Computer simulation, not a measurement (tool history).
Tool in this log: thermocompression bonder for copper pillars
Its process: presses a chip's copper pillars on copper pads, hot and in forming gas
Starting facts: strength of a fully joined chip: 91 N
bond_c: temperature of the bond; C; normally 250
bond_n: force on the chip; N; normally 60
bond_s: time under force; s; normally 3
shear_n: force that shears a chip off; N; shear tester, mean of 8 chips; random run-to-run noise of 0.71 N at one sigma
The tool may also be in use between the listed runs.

Run 1, day 0: usual settings. Result: shear_n 42.6 N.
Run 2, day 2.117: usual settings. Result: shear_n 42.1 N.
Run 3, day 3.917: usual settings. Result: shear_n 43 N.
Run 4, day 5.296: usual settings but bond_c 245 C. Result: shear_n 40.2 N.
Run 5, day 8.242: usual settings but bond_c 245 C. Result: shear_n 38.1 N.
At day 9.638: heater calibrated with a thermocouple chip.
Run 6, day 10.329: usual settings but bond_c 245 C. Result: shear_n 43.6 N.
At day 12.171: forming gas filter changed.
Run 7, day 12.958: usual settings but bond_c 245 C. Result: shear_n 46.5 N.
Run 8, day 15.783: usual settings but bond_c 245 C. Result: shear_n 45.9 N.
Run 9, day 17.779: usual settings but bond_c 245 C. Result: shear_n 47.5 N.
Run 10, day 19.242: usual settings but bond_c 245 C, bond_n 57 N. Result: shear_n 44.2 N.
Run 11, day 21.104: usual settings but bond_c 245 C, bond_n 57 N. Result: shear_n 43.9 N.
Run 12, day 24.029: usual settings but bond_c 233 C, bond_n 56 N. Result: shear_n 37.8 N.
Run 13, day 25.988: usual settings but bond_n 81 N, bond_s 8 s. Result: shear_n 68 N.
Run 14, day 28.129: usual settings but bond_n 50 N, bond_s 4 s. Result: shear_n 47 N.
Run 15, day 30.088: usual settings but bond_c 268 C, bond_n 50 N. Result: shear_n 51 N.
Run 16, day 32.067: usual settings but bond_c 225 C, bond_n 41 N, bond_s 6 s. Result: shear_n 37.2 N.
Run 17, day 34.871: usual settings but bond_c 271 C, bond_n 53 N, bond_s 6 s. Result: shear_n 62 N.
Run 18, day 37.458: usual settings but bond_c 231 C, bond_n 88 N, bond_s 4 s. Result: shear_n 48.6 N.
Run 19, day 40.192: usual settings but bond_c 260 C, bond_n 80 N, bond_s 5 s. Result: shear_n 62.7 N.
Run 20, day 42.142: usual settings but bond_c 263 C, bond_n 80 N. Result: shear_n 55 N.
At day 42.35: forming gas filter changed.
Run 21, day 44.917: usual settings but bond_c 263 C, bond_n 80 N. Result: shear_n 59.9 N.
Run 22, day 46.454: usual settings but bond_c 243 C. Result: shear_n 44.1 N.

Forecast each of these 5 alternatives for the next run:
Run A, day 48.967: usual settings but bond_c 228 C, bond_n 37 N. Result: shear_n ?.
Run B, day 48.967: usual settings but bond_c 275 C, bond_n 50 N, bond_s 7 s. Result: shear_n ?.
Run C, day 48.967: usual settings but bond_n 80 N, bond_s 2 s. Result: shear_n ?.
Run D, day 48.967: usual settings but bond_c 251 C, bond_n 38 N. Result: shear_n ?.
Run E, day 48.967: usual settings but bond_c 240 C, bond_n 69 N, bond_s 5 s. Result: shear_n ?.

run  shear_n
  A       27
  B     67.4
  C     45.9
  D     36.8
  E       52
With no hidden state in the tool, these same runs would have given:
run  shear_n
  A     30.2
  B     71.7
  C     50.2
  D     40.6
  E     56.6
